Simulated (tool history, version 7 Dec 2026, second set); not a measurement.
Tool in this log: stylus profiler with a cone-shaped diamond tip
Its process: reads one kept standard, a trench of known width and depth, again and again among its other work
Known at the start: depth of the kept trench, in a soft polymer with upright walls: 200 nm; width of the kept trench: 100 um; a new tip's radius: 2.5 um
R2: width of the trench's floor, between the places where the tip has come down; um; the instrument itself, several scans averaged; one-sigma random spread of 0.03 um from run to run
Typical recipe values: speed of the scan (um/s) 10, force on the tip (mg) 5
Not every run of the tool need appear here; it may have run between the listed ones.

Run 1, hour 0: usual settings. Result: depth of the trench (Å) 2034.4, R2 97.8 um.
Run 2, hour 24.3: usual settings. Result: depth of the trench (Å) 2033.7, R2 97.8 um.
Run 3, hour 45.8: usual settings but force on the tip (mg) 4.72. Result: depth of the trench (Å) 2031.2, R2 97.87 um.
Run 4, hour 71.5: usual settings but speed of the scan (um/s) 5, force on the tip (mg) 4.72. Result: depth of the trench (Å) 2031.6, R2 97.84 um.
Run 5, hour 90.2: usual settings but force on the tip (mg) 5.5. Result: depth of the trench (Å) 2037.4, R2 97.79 um.
Run 6, hour 119.3: usual settings but force on the tip (mg) 5.5. Result: depth of the trench (Å) 2037.7, R2 97.79 um.
Run 7, hour 135.6: usual settings but speed of the scan (um/s) 34, force on the tip (mg) 5.5. Result: depth of the trench (Å) 2036.5, R2 97.67 um.
Run 8, hour 157.6: usual settings. Result: depth of the trench (Å) 2033.6, R2 97.81 um.
Run 9, hour 184.4: usual settings but force on the tip (mg) 2.96. Result: depth of the trench (Å) 2022, R2 97.78 um.
Run 10, hour 200.5: usual settings but force on the tip (mg) 2.96. Result: depth of the trench (Å) 2023.2, R2 97.8 um.
Run 11, hour 219.2: usual settings. Result: depth of the trench (Å) 2032.8, R2 97.71 um.
Run 12, hour 252.8: usual settings but force on the tip (mg) 2.65. Result: depth of the trench (Å) 2019.1, R2 97.74 um.
Run 13, hour 279.8: usual settings. Result: depth of the trench (Å) 2033.5, R2 97.73 um.
Run 14, hour 296.3: usual settings but speed of the scan (um/s) 5. Result: depth of the trench (Å) 2034.1, R2 97.75 um.
Run 15, hour 326.2: usual settings but speed of the scan (um/s) 24, force on the tip (mg) 2.64. Result: depth of the trench (Å) 2020.6, R2 97.63 um.
Run 16, hour 348.3: usual settings but speed of the scan (um/s) 11, force on the tip (mg) 6.02. Result: depth of the trench (Å) 2038.6, R2 97.72 um.
Run 17, hour 369.8: usual settings but speed of the scan (um/s) 11, force on the tip (mg) 6.02. Result: depth of the trench (Å) 2038.4, R2 97.7 um.
Run 18, hour 397.6: usual settings but speed of the scan (um/s) 11, force on the tip (mg) 6.02. Result: depth of the trench (Å) 2037.9, R2 97.77 um.
Run 19, hour 416.5: usual settings but speed of the scan (um/s) 11, force on the tip (mg) 6.02. Result: depth of the trench (Å) 2038.6, R2 97.74 um.
Run 20, hour 435.2: usual settings but speed of the scan (um/s) 11, force on the tip (mg) 6.02. Result: depth of the trench (Å) 2037.5, R2 97.72 um.
Run 21, hour 452.4: usual settings but speed of the scan (um/s) 13, force on the tip (mg) 9.64. Result: depth of the trench (Å) 2054.6, R2 97.7 um.
Run 22, hour 487.2: usual settings but speed of the scan (um/s) 5, force on the tip (mg) 11.41. Result: depth of the trench (Å) 2061.3, R2 97.72 um.
Run 23, hour 512.7: usual settings but force on the tip (mg) 2.39. Result: depth of the trench (Å) 2018.4, R2 97.68 um.
Run 24, hour 547: usual settings but speed of the scan (um/s) 22, force on the tip (mg) 3.02. Result: depth of the trench (Å) 2021.5, R2 97.57 um.
Run 25, hour 581.8: usual settings but speed of the scan (um/s) 8, force on the tip (mg) 2.61. Result: depth of the trench (Å) 2017.5, R2 97.69 um.

Results for each run, recomputed without the tool's hidden state and with each run's random variation untouched:
Hidden conditions of the tool in this case: radius of the tip, um; height scale over the true one, %; drift of the gauge itself on depth_nm, %; drift of the gauge itself on floor_um, %.
run  depth of the trench (Å)     R2
  1                   2038.3  97.98
  2                   2037.7  97.98
  3                   2035.3  98.06
  4                   2035.8  98.04
  5                   2041.6     98
  6                   2042.1     98
  7                     2041  97.88
  8                   2038.1  98.04
  9                   2026.6  98.01
 10                   2027.9  98.04
 11                   2037.6  97.95
 12                   2024.1  97.98
 13                   2038.6  97.99
 14                   2039.2  98.02
 15                   2025.8   97.9
 16                     2044  97.99
 17                   2043.9  97.98
 18                   2043.5  98.06
 19                   2044.3  98.04
 20                   2043.2  98.02
 21                   2060.5  98.01
 22                   2067.3  98.04
 23                   2024.4     98
 24                   2027.6   97.9
 25                   2023.8  98.03
